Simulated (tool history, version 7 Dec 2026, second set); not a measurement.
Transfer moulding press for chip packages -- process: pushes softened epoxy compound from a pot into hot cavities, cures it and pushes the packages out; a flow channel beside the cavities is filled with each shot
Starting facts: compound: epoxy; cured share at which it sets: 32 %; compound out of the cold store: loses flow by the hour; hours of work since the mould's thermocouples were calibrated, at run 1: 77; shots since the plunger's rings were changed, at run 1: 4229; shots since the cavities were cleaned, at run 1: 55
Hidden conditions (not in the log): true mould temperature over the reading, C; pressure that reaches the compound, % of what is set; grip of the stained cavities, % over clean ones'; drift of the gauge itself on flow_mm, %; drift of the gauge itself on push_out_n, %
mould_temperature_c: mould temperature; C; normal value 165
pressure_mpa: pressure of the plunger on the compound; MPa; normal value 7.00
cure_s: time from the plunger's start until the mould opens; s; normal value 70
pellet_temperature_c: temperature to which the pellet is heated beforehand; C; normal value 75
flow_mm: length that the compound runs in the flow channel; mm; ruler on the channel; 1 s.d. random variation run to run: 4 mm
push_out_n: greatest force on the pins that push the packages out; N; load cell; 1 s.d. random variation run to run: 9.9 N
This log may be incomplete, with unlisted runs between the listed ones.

run   hour  mould_temperature_c  pressure_mpa  cure_s  pellet_temperature_c  hours of work since the mould's thermocouples were calibrated  shots since the plunger's rings were changed  shots since the cavities were cleaned  incoming compound's hours out of the cold store  flow_mm  push_out_n
  1    0.0                  165          7.00      70                    75                                                             77                                          4229                                     55                                             13.2      592         555
  2    5.6                  165          7.00      70                    75                                                             80                                          4300                                    126                                             18.2      582         589
  3   13.9                  165          7.00      70                    75                                                             84                                          4406                                    232                                             21.8      569         646
  4   19.8                  165          7.00      70                    75                                                             87                                          4480                                    306                                             26.0      569         711
  5   26.8                  165          7.00      70                    75                                                             90                                          4570                                    396                                              9.7      591         762
      31.5  -- cavities cleaned with cleaning compound and waxed
  6   34.5                  165          7.00      70                    75                                                             94                                          4649                                     39                                             21.6      570         851
  7   42.8                  165          7.00      70                    75                                                             98                                          4753                                    143                                             40.1      536         848
  8   52.4                  165          7.00      70                    75                                                            102                                          4876                                    266                                             12.4      577         802
  9   59.1                  165          7.00      70                    75                                                            105                                          4960                                    350                                             33.7      546         826
      63.1  -- cavities cleaned with cleaning compound and waxed, once more
 10   72.8                  165          7.00      70                    75                                                            111                                          5116                                    124                                             42.2      534         585
 11   79.8                  165          7.00      70                    75                                                            115                                          5205                                    213                                             12.0      581         659
 12   88.8                  165          7.00      70                    75                                                            119                                          5319                                    327                                             28.5      548         696
 13   96.7                  165          7.00      95                    75                                                            123                                          5419                                    427                                             46.7      524         614
      98.9  -- cavities cleaned with cleaning compound and waxed
 14  105.9                  165          7.00      95                    75                                                            127                                          5518                                     90                                             12.2      574         477
 15  112.2                  165          7.00      95                    75                                                            130                                          5597                                    169                                             44.3      524         520
 16  123.7                  165          7.34      70                    69                                                            136                                          5743                                    315                                             30.2      558         705
     134.9  -- cavities cleaned with cleaning compound and waxed
 17  135.6                  165          7.00      69                    81                                                            141                                          5875                                      9                                             10.8      577         479
 18  143.3                  158          7.02      69                    81                                                            144                                          5973                                    107                                             47.9      539         873
 19  151.3                  165          7.32      83                    80                                                            148                                          6075                                    209                                             40.4      539         554
 20  156.6                  165          8.14      64                    74                                                            151                                          6142                                    276                                             14.2      611         807
 21  169.0                  166          8.14      64                    67                                                            157                                          6299                                    433                                             30.0      582         834
     171.2  -- cavities cleaned with cleaning compound and waxed
 22  176.7                  171          5.74     107                    80                                                            160                                          6378                                     69                                             26.4      479         445
 23  183.4                  162          5.74      67                    80                                                            163                                          6463                                    154                                             38.8      489         721
 24  191.4                  162          5.74      67                    80                                                            167                                          6565                                    256                                             11.4      521         866
 25  198.4                  165          7.00      71                    75                                                            171                                          6654                                    345                                             40.8      519         688
     207.2  -- cavities cleaned with cleaning compound and waxed
 26  209.2                  165          7.63      71                    72                                                            175                                          6773                                     26                                             29.1      559         503
     216.7  -- plunger's sealing rings changed
 27  216.7                  170          7.64      60                    75                                                            178                                             0                                     89                                             46.2      575         549
 28  228.7                  165          7.76      70                    75                                                            183                                           152                                    241                                             25.3      626         644

Pick out some run-to-run changes in flow_mm. Of each, how much would a tool without hidden state show as well, from the settings, what came in and chance, and how much is left for the hidden state and any gauge scatter not in both results compared?
Run 19 -> 20: pressure_mpa 7.32 -> 8.14, cure_s 83 -> 64, pellet_temperature_c 80 -> 74. flow_mm +72 mm: hidden state -7, all else +79.
Run 21 -> 22: mould_temperature_c 166 -> 171, pressure_mpa 8.14 -> 5.74, cure_s 64 -> 107, pellet_temperature_c 67 -> 80, cavities cleaned with cleaning compound and waxed. flow_mm -103 mm: hidden state +9, all else -112.
Run 26 -> 27: mould_temperature_c 165 -> 170, pressure_mpa 7.63 -> 7.64, cure_s 71 -> 60, pellet_temperature_c 72 -> 75, plunger's sealing rings changed. flow_mm +16 mm: hidden state +57, all else -41.

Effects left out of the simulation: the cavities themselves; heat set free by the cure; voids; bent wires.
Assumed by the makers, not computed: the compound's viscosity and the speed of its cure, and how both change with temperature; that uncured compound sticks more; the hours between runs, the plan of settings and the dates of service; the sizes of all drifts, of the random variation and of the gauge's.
